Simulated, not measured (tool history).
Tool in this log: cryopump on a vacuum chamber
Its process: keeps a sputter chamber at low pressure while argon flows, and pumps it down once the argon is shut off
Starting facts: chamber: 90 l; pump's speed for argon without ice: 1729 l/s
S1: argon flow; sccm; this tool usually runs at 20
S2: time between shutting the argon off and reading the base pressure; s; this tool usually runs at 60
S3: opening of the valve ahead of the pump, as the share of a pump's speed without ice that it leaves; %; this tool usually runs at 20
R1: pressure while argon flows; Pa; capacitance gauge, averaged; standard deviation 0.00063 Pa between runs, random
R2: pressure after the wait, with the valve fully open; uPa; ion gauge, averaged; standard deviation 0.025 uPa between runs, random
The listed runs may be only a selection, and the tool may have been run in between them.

run	day	S1	S2	S3	R1	R2
1	0.000	20	60	20	0.1033	1.43
# day 0.492: pump warmed up, emptied and cooled again
2	2.362	20	60	40	0.0496	1.31
3	3.671	20	60	40	0.0494	1.36
4	5.433	20	60	40	0.0501	1.37
5	7.533	20	60	38	0.0524	1.42
6	8.762	20	60	38	0.0535	1.44
7	10.175	20	60	38	0.0536	1.45
8	11.371	20	60	38	0.0547	1.43
9	13.183	33	175	38	0.0889	0.92
10	14.762	33	175	38	0.0903	0.91
11	15.679	34	148	25	0.1403	0.99
12	17.683	24	97	49	0.0537	1.23
13	19.750	35	25	27	0.1345	2.78
14	21.733	35	25	27	0.1362	2.79

Consider 4 possible next runs. They are alternatives, not a sequence: every one starts from the tool as it was left by run 14. What does each give?
A	23.292	35	25	47	?	?
B	23.292	20	166	49	?	?
C	23.292	35	25	18	?	?
D	23.292	16	60	20	?	?

run	R1	R2
A	0.0838	2.86
B	0.0453	1.09
C	0.2004	2.84
D	0.0826	1.65
The same runs, with their run-to-run variation unchanged, on a tool lacking any hidden condition would have given:
run	R1	R2
A	0.0732	2.29
B	0.0393	0.51
C	0.1898	2.26
D	0.0778	1.06
